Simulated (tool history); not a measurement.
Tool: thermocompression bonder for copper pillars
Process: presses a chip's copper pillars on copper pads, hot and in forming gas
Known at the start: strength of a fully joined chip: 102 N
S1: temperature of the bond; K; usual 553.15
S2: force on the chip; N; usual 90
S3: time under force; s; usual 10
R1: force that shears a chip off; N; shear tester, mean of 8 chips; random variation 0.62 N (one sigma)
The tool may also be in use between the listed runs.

{"run": 1, "hour": 0.0, "S1": 553.15, "S2": 90, "S3": 10, "R1": 30.1}
{"run": 2, "hour": 13.5, "S1": 553.15, "S2": 90, "S3": 10, "R1": 31.2}
{"run": 3, "hour": 33.3, "S1": 553.15, "S2": 90, "S3": 10, "R1": 31}
{"run": 4, "hour": 46.1, "S1": 553.15, "S2": 90, "S3": 10, "R1": 29.5}
{"run": 5, "hour": 72.3, "S1": 553.15, "S2": 90, "S3": 10, "R1": 29.6}
{"run": 6, "hour": 97.2, "S1": 553.15, "S2": 90, "S3": 10, "R1": 29}
{"hour": 101.1, "done": "heater calibrated with a thermocouple chip"}
{"run": 7, "hour": 121.9, "S1": 553.15, "S2": 90, "S3": 10, "R1": 29.4}
{"run": 8, "hour": 145.2, "S1": 564.15, "S2": 126, "S3": 5, "R1": 37.8}
{"run": 9, "hour": 173.4, "S1": 581.15, "S2": 87, "S3": 9, "R1": 38.9}
{"run": 10, "hour": 192.9, "S1": 524.15, "S2": 107, "S3": 8, "R1": 19}
{"run": 11, "hour": 208.0, "S1": 542.15, "S2": 90, "S3": 7, "R1": 20.2}
{"run": 12, "hour": 235.3, "S1": 542.15, "S2": 90, "S3": 7, "R1": 20.3}
{"run": 13, "hour": 263.3, "S1": 542.15, "S2": 90, "S3": 7, "R1": 19.9}
{"hour": 278.0, "done": "heater calibrated with a thermocouple chip, once more"}
{"run": 14, "hour": 283.0, "S1": 575.15, "S2": 97, "S3": 8, "R1": 39.6}

4 ways to go on from here, each from the tool as it stands after run 14. What would each give?
{"run": "A", "hour": 309.7, "S1": 553.15, "S2": 97, "S3": 11, "R1": "?"}
{"run": "B", "hour": 309.7, "S1": 553.15, "S2": 90, "S3": 12, "R1": "?"}
{"run": "C", "hour": 309.7, "S1": 535.15, "S2": 90, "S3": 10, "R1": "?"}
{"run": "D", "hour": 309.7, "S1": 562.15, "S2": 113, "S3": 9, "R1": "?"}

run=A R1=33.7
run=B R1=31.6
run=C R1=22
run=D R1=41.6
Without the tool's hidden state the same runs would have given:
run=A R1=40.9
run=B R1=38.4
run=C R1=27
run=D R1=50
